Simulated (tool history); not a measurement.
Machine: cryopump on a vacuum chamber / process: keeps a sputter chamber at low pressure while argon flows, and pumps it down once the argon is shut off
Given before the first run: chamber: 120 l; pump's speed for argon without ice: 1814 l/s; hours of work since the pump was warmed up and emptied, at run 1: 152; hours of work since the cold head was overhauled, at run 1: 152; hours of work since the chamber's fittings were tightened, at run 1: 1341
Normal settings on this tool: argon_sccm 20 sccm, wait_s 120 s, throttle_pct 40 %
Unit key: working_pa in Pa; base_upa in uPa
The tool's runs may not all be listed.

run   hour  argon_sccm  wait_s  throttle_pct  hours of work since the pump was warmed up and emptied  hours of work since the cold head was overhauled  hours of work since the chamber's fittings were tightened  working_pa  base_upa
  1    0.0          20     120            40                                                     152                                               152                                                       1341      0.0480      0.85
  2   44.1          20     120            40                                                     178                                               178                                                       1367      0.0499      0.89
  3   78.7          20     120            40                                                     199                                               199                                                       1388      0.0490      0.87
  4  115.5          20     120            40                                                     221                                               221                                                       1409      0.0490      0.93
  5  164.3          20     120            40                                                     249                                               249                                                       1438      0.0499      0.88
  6  189.0          20      44            40                                                     264                                               264                                                       1453      0.0501      1.57
  7  235.8          20      44            48                                                     291                                               291                                                       1480      0.0437      1.68
  8  282.7          20      44            48                                                     319                                               319                                                       1508      0.0440      1.62
  9  306.6          20      44            48                                                     333                                               333                                                       1522      0.0438      1.62
 10  359.7          20      44            48                                                     364                                               364                                                       1553      0.0441      1.63
 11  401.0          20      44            48                                                     389                                               389                                                       1578      0.0440      1.66
 12  455.6          20      44            48                                                     421                                               421                                                       1610      0.0449      1.71
 13  497.5          20      44            48                                                     446                                               446                                                       1634      0.0449      1.69
 14  553.2          20     283            40                                                     478                                               478                                                       1667      0.0533      0.79
 15  582.8          20     120            33                                                     496                                               496                                                       1685      0.0643      1.00
 16  631.0          20     120            33                                                     524                                               524                                                       1713      0.0639      1.03
 17  656.5          20     120            33                                                     539                                               539                                                       1728      0.0645      1.03
 18  699.3          21     120            33                                                     564                                               564                                                       1753      0.0699      1.11
 19  745.3          21     120            33                                                     591                                               591                                                       1780      0.0694      1.07
 20  782.0          21     245            22                                                     613                                               613                                                       1802      0.0992      0.90
 21  805.4          20     227            20                                                     627                                               627                                                       1816      0.1036      0.94
     819.0  -- pump warmed up, emptied and cooled again
 22  842.7          35      90            40                                                      14                                               646                                                       1835      0.0830      1.02
 23  873.7          35      90            40                                                      32                                               664                                                       1853      0.0832      1.07
 24  900.5          35     218            25                                                      48                                               680                                                       1869      0.1324      0.68
 25  958.2          20      67            40                                                      82                                               714                                                       1903      0.0475      1.25

Run 26 is up next; what results do you expect?
 26  1012.9          25      67            43                                                     114                                               746                                                       1935           ?         ?

working_pa: 0.0559 Pa
base_upa: 1.25 uPa
Were there no unlogged condition in the tool, this run, its random variation unchanged, would have produced working_pa 0.0538 Pa, base_upa 0.88 uPa.
